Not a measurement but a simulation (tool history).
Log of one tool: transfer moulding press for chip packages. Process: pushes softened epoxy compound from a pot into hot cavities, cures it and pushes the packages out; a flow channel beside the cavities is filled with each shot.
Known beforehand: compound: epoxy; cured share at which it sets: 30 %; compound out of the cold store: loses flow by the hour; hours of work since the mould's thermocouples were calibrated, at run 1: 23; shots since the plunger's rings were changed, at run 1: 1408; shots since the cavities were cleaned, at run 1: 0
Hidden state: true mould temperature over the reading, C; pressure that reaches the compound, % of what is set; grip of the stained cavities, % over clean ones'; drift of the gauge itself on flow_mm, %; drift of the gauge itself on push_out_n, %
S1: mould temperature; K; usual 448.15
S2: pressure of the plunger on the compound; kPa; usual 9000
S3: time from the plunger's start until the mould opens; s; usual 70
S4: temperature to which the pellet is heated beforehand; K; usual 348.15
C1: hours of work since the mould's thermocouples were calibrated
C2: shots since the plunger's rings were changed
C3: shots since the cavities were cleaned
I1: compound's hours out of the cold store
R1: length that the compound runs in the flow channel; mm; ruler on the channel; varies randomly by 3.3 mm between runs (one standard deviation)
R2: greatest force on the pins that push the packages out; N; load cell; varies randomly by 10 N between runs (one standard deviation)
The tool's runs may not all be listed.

run 1 hour=0 | S1=448.15 S2=9000 S3=70 S4=348.15 | C1=23 C2=1408 C3=0 | I1=34.5 | R1=862 R2=428
-- hour=29.1 cavities cleaned with cleaning compound and waxed
-- hour=58.2 cavities cleaned with cleaning compound and waxed
run 2 hour=69.8 | S1=448.15 S2=9000 S3=70 S4=348.15 | C1=74 C2=2515 C3=193 | I1=34.9 | R1=864 R2=452
-- hour=89.1 cavities cleaned with cleaning compound and waxed
-- hour=97.7 plunger's sealing rings changed
-- hour=117.3 cavities cleaned with cleaning compound and waxed
run 3 hour=122.5 | S1=448.15 S2=9000 S3=70 S4=348.15 | C1=110 C2=386 C3=85 | I1=28.5 | R1=889 R2=447
-- hour=145.5 cavities cleaned with cleaning compound and waxed
-- hour=174.6 cavities cleaned with cleaning compound and waxed
run 4 hour=189.3 | S1=448.15 S2=9000 S3=70 S4=348.15 | C1=159 C2=1444 C3=244 | I1=12.1 | R1=968 R2=455
-- hour=201.5 cavities cleaned with cleaning compound and waxed
-- hour=229.7 cavities cleaned with cleaning compound and waxed
run 5 hour=241.7 | S1=448.15 S2=9000 S3=70 S4=348.15 | C1=197 C2=2262 C3=199 | I1=29.1 | R1=893 R2=457
-- hour=257.7 cavities cleaned with cleaning compound and waxed
-- hour=286.7 plunger's sealing rings changed
-- hour=288.2 cavities cleaned with cleaning compound and waxed
run 6 hour=298 | S1=448.15 S2=9000 S3=70 S4=348.15 | C1=235 C2=162 C3=162 | I1=21.2 | R1=928 R2=429
-- hour=314.8 cavities cleaned with cleaning compound and waxed
-- hour=341.5 cavities cleaned with cleaning compound and waxed
run 7 hour=360.4 | S1=449.15 S2=9000 S3=70 S4=348.15 | C1=281 C2=1147 C3=313 | I1=12 | R1=965 R2=456
-- hour=367.3 cavities cleaned with cleaning compound and waxed
-- hour=398 cavities cleaned with cleaning compound and waxed
-- hour=428.5 cavities cleaned with cleaning compound and waxed
run 8 hour=442.4 | S1=448.15 S2=9000 S3=70 S4=348.15 | C1=340 C2=2431 C3=230 | I1=34.7 | R1=863 R2=455
-- hour=456 cavities cleaned with cleaning compound and waxed
-- hour=478.2 plunger's sealing rings changed
-- hour=485.7 cavities cleaned with cleaning compound and waxed
run 9 hour=501 | S1=452.15 S2=9000 S3=70 S4=348.15 | C1=380 C2=352 C3=253 | I1=20.2 | R1=916 R2=405
-- hour=516.9 cavities cleaned with cleaning compound and waxed
run 10 hour=536.6 | S1=448.15 S2=9000 S3=62 S4=348.15 | C1=406 C2=918 C3=326 | I1=8.4 | R1=989 R2=583
-- hour=544.2 cavities cleaned with cleaning compound and waxed
-- hour=575.2 cavities cleaned with cleaning compound and waxed
-- hour=600.9 cavities cleaned with cleaning compound and waxed
run 11 hour=600.9 | S1=448.15 S2=9000 S3=62 S4=348.15 | C1=452 C2=1909 C3=0 | I1=24.8 | R1=912 R2=549
-- hour=627.2 cavities cleaned with cleaning compound and waxed
-- hour=656.7 cavities cleaned with cleaning compound and waxed
run 12 hour=658.1 | S1=448.15 S2=9000 S3=62 S4=348.15 | C1=493 C2=2807 C3=24 | I1=21.8 | R1=926 R2=558
-- hour=666.7 plunger's sealing rings changed
-- hour=690.8 cavities cleaned with cleaning compound and waxed
-- hour=721.9 cavities cleaned with cleaning compound and waxed
run 13 hour=741.3 | S1=448.15 S2=9000 S3=62 S4=340.15 | C1=552 C2=1187 C3=323 | I1=13.1 | R1=965 R2=611
-- hour=749.2 cavities cleaned with cleaning compound and waxed
-- hour=775.3 cavities cleaned with cleaning compound and waxed
run 14 hour=795.6 | S1=454.15 S2=9000 S3=70 S4=348.15 | C1=591 C2=2036 C3=336 | I1=20.6 | R1=914 R2=383
-- hour=803.6 mould's thermocouples calibrated
-- hour=805.1 cavities cleaned with cleaning compound and waxed
-- hour=833.6 cavities cleaned with cleaning compound and waxed
-- hour=859.3 plunger's sealing rings changed
-- hour=864.2 cavities cleaned with cleaning compound and waxed
-- hour=890.2 cavities cleaned with cleaning compound and waxed
run 15 hour=890.2 | S1=451.15 S2=9560 S3=57 S4=348.15 | C1=60 C2=463 C3=0 | I1=41.4 | R1=859 R2=572
-- hour=916.3 cavities cleaned with cleaning compound and waxed
-- hour=942.3 cavities cleaned with cleaning compound and waxed
run 16 hour=958.8 | S1=449.15 S2=6980 S3=70 S4=348.15 | C1=110 C2=1549 C3=272 | I1=27 | R1=791 R2=421
-- hour=971.2 cavities cleaned with cleaning compound and waxed
-- hour=1001.9 cavities cleaned with cleaning compound and waxed
-- hour=1032.7 cavities cleaned with cleaning compound and waxed
run 17 hour=1034.9 | S1=449.15 S2=6980 S3=70 S4=348.15 | C1=164 C2=2737 C3=37 | I1=16.6 | R1=837 R2=429
-- hour=1051.1 plunger's sealing rings changed
-- hour=1062.6 cavities cleaned with cleaning compound and waxed
-- hour=1092.7 cavities cleaned with cleaning compound and waxed
run 18 hour=1101.4 | S1=454.15 S2=7060 S3=82 S4=348.15 | C1=211 C2=784 C3=145 | I1=18.3 | R1=823 R2=376
-- hour=1124 cavities cleaned with cleaning compound and waxed
-- hour=1153.1 cavities cleaned with cleaning compound and waxed
run 19 hour=1161.7 | S1=454.15 S2=7060 S3=82 S4=348.15 | C1=254 C2=1733 C3=141 | I1=38.4 | R1=744 R2=357
-- hour=1179.5 cavities cleaned with cleaning compound and waxed
-- hour=1210.2 cavities cleaned with cleaning compound and waxed
run 20 hour=1231 | S1=454.15 S2=7060 S3=55 S4=348.15 | C1=305 C2=2832 C3=344 | I1=27.3 | R1=782 R2=530
-- hour=1237.5 plunger's sealing rings changed
-- hour=1239 cavities cleaned with cleaning compound and waxed
-- hour=1265.6 cavities cleaned with cleaning compound and waxed
-- hour=1295.5 cavities cleaned with cleaning compound and waxed
run 21 hour=1313 | S1=448.15 S2=8210 S3=61 S4=340.15 | C1=362 C2=1178 C3=290 | I1=12.5 | R1=933 R2=633
-- hour=1323.7 cavities cleaned with cleaning compound and waxed
-- hour=1353.2 cavities cleaned with cleaning compound and waxed
-- hour=1380.8 cavities cleaned with cleaning compound and waxed
run 22 hour=1399.1 | S1=448.15 S2=9770 S3=106 S4=343.15 | C1=424 C2=2530 C3=304 | I1=35.7 | R1=894 R2=346
-- hour=1411.6 cavities cleaned with cleaning compound and waxed
-- hour=1429.9 plunger's sealing rings changed
-- hour=1441.1 cavities cleaned with cleaning compound and waxed
run 23 hour=1448.8 | S1=448.15 S2=9770 S3=106 S4=343.15 | C1=458 C2=289 C3=128 | I1=38.2 | R1=889 R2=370

Below are 3 alternative next runs, each starting from the tool's condition after run 23. Predict each:
-- hour=1471.5 cavities cleaned with cleaning compound and waxed
-- hour=1499.3 cavities cleaned with cleaning compound and waxed
-- hour=1527.3 cavities cleaned with cleaning compound and waxed
run A hour=1535 | S1=448.15 S2=9630 S3=70 S4=348.15 | C1=520 C2=1643 C3=129 | I1=18.4 | R1=? R2=?
-- hour=1471.5 cavities cleaned with cleaning compound and waxed
-- hour=1499.3 cavities cleaned with cleaning compound and waxed
-- hour=1527.3 cavities cleaned with cleaning compound and waxed
run B hour=1535 | S1=448.15 S2=10510 S3=81 S4=343.15 | C1=520 C2=1643 C3=129 | I1=30.2 | R1=? R2=?
-- hour=1471.5 cavities cleaned with cleaning compound and waxed
-- hour=1499.3 cavities cleaned with cleaning compound and waxed
-- hour=1527.3 cavities cleaned with cleaning compound and waxed
run C hour=1535 | S1=441.15 S2=9770 S3=106 S4=343.15 | C1=520 C2=1643 C3=129 | I1=44.5 | R1=? R2=?

run=A R1=969 R2=456
run=B R1=954 R2=393
run=C R1=871 R2=380
Without the tool's unlogged condition, the same runs would have read:
run=A R1=969 R2=455
run=B R1=955 R2=392
run=C R1=872 R2=379

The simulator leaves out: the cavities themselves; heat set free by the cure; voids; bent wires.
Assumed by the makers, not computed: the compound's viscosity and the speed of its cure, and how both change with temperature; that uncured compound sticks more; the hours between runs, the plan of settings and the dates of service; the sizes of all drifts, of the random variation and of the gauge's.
